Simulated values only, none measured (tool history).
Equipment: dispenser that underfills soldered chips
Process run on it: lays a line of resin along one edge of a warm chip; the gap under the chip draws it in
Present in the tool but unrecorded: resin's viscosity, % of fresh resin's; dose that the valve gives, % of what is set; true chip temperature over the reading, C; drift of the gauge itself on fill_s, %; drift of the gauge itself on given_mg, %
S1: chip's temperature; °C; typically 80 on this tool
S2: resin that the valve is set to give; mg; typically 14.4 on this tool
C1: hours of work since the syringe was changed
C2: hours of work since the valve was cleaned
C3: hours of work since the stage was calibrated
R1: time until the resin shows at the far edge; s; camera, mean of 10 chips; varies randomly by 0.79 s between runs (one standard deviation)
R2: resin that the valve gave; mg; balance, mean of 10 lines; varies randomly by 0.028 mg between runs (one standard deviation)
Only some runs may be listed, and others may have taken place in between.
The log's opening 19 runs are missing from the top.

{"hour": 167.5, "done": "new syringe of resin"}
{"run": 20, "hour": 170.9, "S1": 85, "S2": 14.7, "C1": 2, "C2": 75, "C3": 172, "R1": 67.7, "R2": 14.31}
{"hour": 175.9, "done": "new syringe of resin"}
{"run": 21, "hour": 177.0, "S1": 89, "S2": 13.9, "C1": 1, "C2": 79, "C3": 176, "R1": 48.5, "R2": 13.54}
{"hour": 184.9, "done": "new syringe of resin"}
{"hour": 185.9, "done": "dispensing valve cleaned and set on the balance"}
{"run": 22, "hour": 186.7, "S1": 89, "S2": 13.9, "C1": 1, "C2": 1, "C3": 182, "R1": 48.1, "R2": 13.83}
{"hour": 194.3, "done": "new syringe of resin"}
{"run": 23, "hour": 199.9, "S1": 80, "S2": 12.9, "C1": 4, "C2": 9, "C3": 191, "R1": 99.4, "R2": 12.83}
{"hour": 203.0, "done": "new syringe of resin"}
{"hour": 211.5, "done": "new syringe of resin"}
{"run": 24, "hour": 212.1, "S1": 74, "S2": 14.3, "C1": 0, "C2": 17, "C3": 199, "R1": 98.8, "R2": 14.13}
{"hour": 219.9, "done": "new syringe of resin"}
{"run": 25, "hour": 223.9, "S1": 69, "S2": 14.7, "C1": 3, "C2": 25, "C3": 207, "R1": 158.6, "R2": 14.49}
{"hour": 228.2, "done": "new syringe of resin"}
{"run": 26, "hour": 230.0, "S1": 93, "S2": 17.0, "C1": 1, "C2": 29, "C3": 211, "R1": 41.0, "R2": 16.66}
{"hour": 236.4, "done": "new syringe of resin"}
{"run": 27, "hour": 238.8, "S1": 93, "S2": 17.0, "C1": 2, "C2": 35, "C3": 217, "R1": 44.5, "R2": 16.67}
{"hour": 245.6, "done": "new syringe of resin"}
{"run": 28, "hour": 250.4, "S1": 89, "S2": 17.2, "C1": 3, "C2": 43, "C3": 225, "R1": 60.5, "R2": 16.87}
{"hour": 254.0, "done": "new syringe of resin"}
{"run": 29, "hour": 260.3, "S1": 89, "S2": 17.2, "C1": 4, "C2": 50, "C3": 231, "R1": 64.8, "R2": 16.77}
{"hour": 262.6, "done": "new syringe of resin"}
{"run": 30, "hour": 268.2, "S1": 77, "S2": 16.4, "C1": 4, "C2": 55, "C3": 237, "R1": 109.8, "R2": 15.95}
{"hour": 270.8, "done": "new syringe of resin"}
{"run": 31, "hour": 274.6, "S1": 77, "S2": 16.4, "C1": 3, "C2": 59, "C3": 241, "R1": 101.7, "R2": 16.0}
{"hour": 279.4, "done": "new syringe of resin"}
{"run": 32, "hour": 285.7, "S1": 90, "S2": 16.1, "C1": 4, "C2": 67, "C3": 248, "R1": 61.8, "R2": 15.6}
{"hour": 287.6, "done": "new syringe of resin"}
{"hour": 296.2, "done": "new syringe of resin"}
{"run": 33, "hour": 298.4, "S1": 72, "S2": 17.9, "C1": 2, "C2": 75, "C3": 257, "R1": 119.5, "R2": 17.32}
{"run": 34, "hour": 304.0, "S1": 72, "S2": 17.9, "C1": 5, "C2": 79, "C3": 261, "R1": 165.7, "R2": 17.31}
{"hour": 305.3, "done": "new syringe of resin"}
{"hour": 312.6, "done": "dispensing valve cleaned and set on the balance"}
{"hour": 315.4, "done": "new syringe of resin"}
{"run": 35, "hour": 317.1, "S1": 84, "S2": 18.2, "C1": 1, "C2": 3, "C3": 269, "R1": 62.5, "R2": 18.12}

Each row is a separate what-if for the run after 35, all from the same tool condition, not one after another. Results?
{"hour": 324.0, "done": "new syringe of resin"}
{"run": "A", "hour": 328.9, "S1": 84, "S2": 13.0, "C1": 3, "C2": 11, "C3": 276, "R1": "?", "R2": "?"}
{"hour": 324.0, "done": "new syringe of resin"}
{"run": "B", "hour": 328.9, "S1": 78, "S2": 17.6, "C1": 3, "C2": 11, "C3": 276, "R1": "?", "R2": "?"}
{"hour": 324.0, "done": "new syringe of resin"}
{"run": "C", "hour": 328.9, "S1": 91, "S2": 18.2, "C1": 3, "C2": 11, "C3": 276, "R1": "?", "R2": "?"}

run=A R1=77.4 R2=12.96
run=B R1=102.4 R2=17.53
run=C R1=54.3 R2=18.08
The same runs, with their run-to-run variation unchanged, on a tool lacking any hidden condition would have given:
run=A R1=60.6 R2=13.03
run=B R1=80.4 R2=17.63
run=C R1=42.5 R2=18.18

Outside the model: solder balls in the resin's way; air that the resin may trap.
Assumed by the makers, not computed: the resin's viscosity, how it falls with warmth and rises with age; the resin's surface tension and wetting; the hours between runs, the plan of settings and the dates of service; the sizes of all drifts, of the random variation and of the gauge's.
